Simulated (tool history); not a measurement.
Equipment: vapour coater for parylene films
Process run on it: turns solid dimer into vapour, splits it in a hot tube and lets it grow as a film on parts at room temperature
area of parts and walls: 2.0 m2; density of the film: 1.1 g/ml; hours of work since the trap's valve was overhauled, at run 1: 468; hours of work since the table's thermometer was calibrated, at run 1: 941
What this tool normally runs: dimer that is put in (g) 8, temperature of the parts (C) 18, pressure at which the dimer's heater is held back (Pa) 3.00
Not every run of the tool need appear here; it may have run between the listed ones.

run	day	dimer that is put in (g)	temperature of the parts (C)	pressure at which the dimer's heater is held back (Pa)	hours of work since the trap's valve was overhauled	hours of work since the table's thermometer was calibrated	thickness of the film (nm)
1	0.000	8	18	3.00	468	941	2830
2	2.208	8	18	3.00	490	963	2840
3	3.450	8	18	3.00	502	975	2820
4	4.442	8	18	3.00	512	985	2820
# day 5.967: trap's valve overhauled
5	6.325	8	18	3.00	4	1002	3010
6	8.604	8	18	3.00	26	1024	3000
7	10.729	8	18	10.43	47	1045	2320
8	12.929	8	18	10.43	69	1067	2310
9	14.533	8	23	3.00	85	1083	2550
10	15.521	4	23	3.00	95	1093	1250
11	17.650	4	23	3.00	116	1114	1270
12	19.954	5	18	3.00	138	1136	1870
13	22.083	8	29	2.02	160	1158	2270

The next listed run, before its measurement:
14	23.888	8	29	2.02	177	1175	?

Run 14 came out at thickness of the film (nm) 2260.
With the hidden condition absent and the run-to-run variation left alone, this run would have shown thickness of the film (nm) 2230.

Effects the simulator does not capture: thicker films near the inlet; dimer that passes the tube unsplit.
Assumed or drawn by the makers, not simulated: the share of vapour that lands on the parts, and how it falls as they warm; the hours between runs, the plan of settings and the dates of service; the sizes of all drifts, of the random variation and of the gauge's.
